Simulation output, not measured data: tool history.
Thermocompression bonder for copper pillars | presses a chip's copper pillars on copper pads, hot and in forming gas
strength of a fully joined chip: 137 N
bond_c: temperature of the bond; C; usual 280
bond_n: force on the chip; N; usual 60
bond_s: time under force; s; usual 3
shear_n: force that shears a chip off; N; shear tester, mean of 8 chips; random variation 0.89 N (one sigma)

| run | day | bond_c | bond_n | bond_s | shear_n |
|---|---|---|---|---|---|
| 1 | 0.000 | 280 | 60 | 3 | 66.1 |
| 2 | 0.721 | 280 | 60 | 3 | 65.6 |
| 3 | 1.421 | 280 | 60 | 3 | 64.7 |
| 4 | 2.046 | 280 | 60 | 3 | 63.8 |
| 5 | 2.479 | 289 | 60 | 3 | 73.3 |
| 6 | 3.054 | 289 | 60 | 3 | 71.5 |
| 7 | 3.488 | 280 | 45 | 3 | 51.3 |
|  | 4.142 | heater calibrated with a thermocouple chip |
| 8 | 4.250 | 280 | 45 | 3 | 58.4 |
| 9 | 4.867 | 280 | 60 | 3 | 72.4 |
| 10 | 5.588 | 280 | 60 | 3 | 71.1 |
| 11 | 6.038 | 280 | 60 | 3 | 74.9 |
| 12 | 6.525 | 267 | 60 | 3 | 60.7 |
|  | 6.883 | forming gas filter changed |
| 13 | 6.946 | 267 | 60 | 3 | 61.6 |
| 14 | 7.671 | 280 | 60 | 3 | 71.8 |
| 15 | 8.367 | 304 | 60 | 3 | 89.8 |
| 16 | 8.908 | 304 | 60 | 3 | 90.7 |
| 17 | 9.396 | 304 | 60 | 3 | 90.1 |
| 18 | 9.912 | 280 | 60 | 3 | 70.7 |
| 19 | 10.258 | 280 | 60 | 3 | 72.7 |
| 20 | 10.762 | 280 | 60 | 3 | 70.8 |
| 21 | 11.438 | 285 | 71 | 2 | 73.3 |
| 22 | 12.092 | 254 | 74 | 3 | 60.3 |
| 23 | 12.488 | 254 | 74 | 3 | 60.0 |
| 24 | 13.104 | 306 | 60 | 3 | 89.2 |
| 25 | 13.562 | 306 | 60 | 3 | 90.7 |
| 26 | 14.092 | 306 | 60 | 3 | 90.0 |
| 27 | 14.425 | 275 | 41 | 9 | 72.1 |
| 28 | 15.142 | 275 | 41 | 9 | 72.4 |
|  | 15.862 | forming gas filter changed |
| 29 | 15.875 | 280 | 62 | 2 | 62.6 |
| 30 | 16.354 | 280 | 62 | 2 | 61.6 |
| 31 | 16.842 | 280 | 63 | 2 | 62.7 |
| 32 | 17.517 | 258 | 56 | 2 | 42.5 |
| 33 | 17.858 | 279 | 60 | 6 | 85.7 |
| 34 | 18.550 | 279 | 60 | 6 | 86.5 |
| 35 | 19.117 | 261 | 63 | 3 | 55.9 |
| 36 | 19.429 | 293 | 59 | 3 | 77.2 |
| 37 | 19.979 | 293 | 54 | 4 | 79.8 |
| 38 | 20.658 | 280 | 55 | 3 | 65.1 |
| 39 | 21.204 | 280 | 55 | 3 | 63.8 |

4 ways to go on from here, each from the tool as it stands after run 39. What would each give?
| A | 21.733 | 280 | 60 | 2 | ? |
| B | 21.733 | 281 | 39 | 2 | ? |
| C | 21.733 | 254 | 88 | 3 | ? |
| D | 21.733 | 280 | 60 | 6 | ? |

| run | shear_n |
|---|---|
| A | 58.6 |
| B | 42.0 |
| C | 65.7 |
| D | 85.5 |
Without the tool's hidden state the same runs would have given:
| run | shear_n |
|---|---|
| A | 64.6 |
| B | 46.7 |
| C | 72.6 |
| D | 92.5 |
